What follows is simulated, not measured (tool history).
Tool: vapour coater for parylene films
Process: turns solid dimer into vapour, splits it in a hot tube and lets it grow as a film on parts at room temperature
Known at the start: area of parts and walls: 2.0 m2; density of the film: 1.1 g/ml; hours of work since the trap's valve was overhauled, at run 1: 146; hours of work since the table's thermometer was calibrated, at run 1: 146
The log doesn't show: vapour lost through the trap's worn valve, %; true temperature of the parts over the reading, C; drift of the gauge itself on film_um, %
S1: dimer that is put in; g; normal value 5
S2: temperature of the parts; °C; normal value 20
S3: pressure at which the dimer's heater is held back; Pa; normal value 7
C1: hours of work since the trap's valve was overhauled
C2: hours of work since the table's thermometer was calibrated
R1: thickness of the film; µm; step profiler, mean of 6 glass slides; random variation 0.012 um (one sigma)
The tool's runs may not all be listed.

run,hour,S1,S2,S3,C1,C2,R1
1,0,5,20,7,146,146,1.39
2,61.2,5,20,11.72,190,190,1.31
3,140.7,5,23,7,248,248,1.25
4,224.3,5,22,7,309,309,1.32
5,268.9,6,20,7,341,341,1.67
6,328.9,6,20,7,385,385,1.66
# hour 343.2: trap's valve overhauled
7,389.1,6,20,7,33,426,1.7
8,470.4,6,20,7,93,485,1.67
9,538.4,5,20,7,142,535,1.41
10,607.1,5,20,7,192,585,1.4
11,675.4,5,20,7,242,635,1.4
12,718.1,5,20,7,273,666,1.38
13,770.8,5,20,7,312,704,1.37
14,857.7,3,20,7,375,768,0.84
# hour 886.1: trap's valve overhauled
15,907,3,20,7,15,801,0.85
16,946.7,2,13,2.26,44,830,0.78
17,1034.1,8,13,3.52,108,893,2.95
18,1096.3,8,28,3.52,153,939,1.88
19,1163.2,2,28,11.22,202,987,0.42
20,1223.8,2,26,7,246,1032,0.47
21,1295.2,2,26,7,298,1084,0.47
22,1370.3,2,18,7,353,1138,0.58
# hour 1432.3: trap's valve overhauled
23,1448.1,5,27,6.31,12,1192,1.13
24,1486.9,2,28,3.43,40,1221,0.47
25,1548.2,5,12,6,84,1265,1.82
26,1617.2,5,20,11.12,135,1315,1.32
27,1678.8,5,20,11.12,180,1360,1.31
28,1720.6,8,20,3.29,210,1391,2.4
29,1797.8,7,30,3.54,266,1447,1.53

Entry by entry between the runs, the difference in hidden state between the last listed run before and the first listed run after:
Between runs 6 and 7: trap's valve overhauled (hour 343.2)
  vapour lost through the trap's worn valve, %: 0.2 -> 0; true temperature of the parts over the reading, C: 0 -> 0.01
Between runs 14 and 15: trap's valve overhauled (hour 886.1)
  vapour lost through the trap's worn valve, %: 0.2 -> 0
Between runs 22 and 23: trap's valve overhauled (hour 1432.3)
  vapour lost through the trap's worn valve, %: 0.2 -> 0

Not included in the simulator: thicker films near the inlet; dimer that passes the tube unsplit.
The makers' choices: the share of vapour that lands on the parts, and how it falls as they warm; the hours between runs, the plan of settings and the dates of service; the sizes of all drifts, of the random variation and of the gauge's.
